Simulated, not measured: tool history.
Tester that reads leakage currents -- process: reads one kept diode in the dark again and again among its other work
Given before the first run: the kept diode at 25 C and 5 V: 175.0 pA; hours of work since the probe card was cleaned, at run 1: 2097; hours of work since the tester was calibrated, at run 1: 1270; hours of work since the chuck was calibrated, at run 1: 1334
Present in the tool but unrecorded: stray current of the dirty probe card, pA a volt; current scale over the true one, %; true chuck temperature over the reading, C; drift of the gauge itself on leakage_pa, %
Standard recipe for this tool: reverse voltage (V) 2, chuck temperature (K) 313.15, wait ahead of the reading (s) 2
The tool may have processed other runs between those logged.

run   hour  reverse voltage (V)  chuck temperature (K)  wait ahead of the reading (s)  hours of work since the probe card was cleaned  hours of work since the tester was calibrated  hours of work since the chuck was calibrated  current that the tester gives (pA)
  1      0                    2                 313.15                              2                                            2097                                           1270                                          1334                              410.26
  2   43.7                    2                 313.15                              2                                            2129                                           1302                                          1366                              412.39
  3   73.9                    2                 313.15                           6.79                                            2151                                           1324                                          1388                              413.89
  4    136                    2                 313.15                              2                                            2196                                           1369                                          1433                               411.8
  5  192.9                    2                 313.15                              2                                            2237                                           1410                                          1474                              411.81
  6  233.1                    2                 313.15                              2                                            2266                                           1440                                          1503                              412.03
  7  293.3                    2                 313.15                              2                                            2310                                           1483                                          1547                              410.63
  8  340.2                    2                 313.15                              2                                            2344                                           1517                                          1581                              413.09
  9  384.2                    2                 313.15                           0.31                                            2376                                           1549                                          1613                              411.79
 10  419.2                    2                 318.15                           0.31                                            2401                                           1575                                          1638                              627.06
 11  451.5                    2                 318.15                           0.31                                            2425                                           1598                                          1662                              625.28
 12    498                 3.03                 313.15                              2                                            2459                                           1632                                          1696                              514.58
 13  558.7                 6.05                 299.15                           2.93                                            2503                                           1676                                          1740                              212.39
 14  594.4                    2                 313.15                           5.58                                            2529                                           1702                                          1765                              411.11
 15  622.8                    2                 313.15                           5.58                                            2549                                           1722                                          1786                              412.82
 16  654.5                    2                 313.15                           5.58                                            2572                                           1746                                          1809                               411.4
 17  717.7                 2.46                 300.15                           1.86                                            2618                                           1791                                          1855                              145.82

Run 18 has not been measured yet. What should we expect?
 18  779.9                 1.74                 300.15                           1.86                                            2663                                           1837                                          1900                                   ?

current that the tester gives (pA): 120.87
Had the tool carried no hidden state, the very same run would have given current that the tester gives (pA) 120.63.
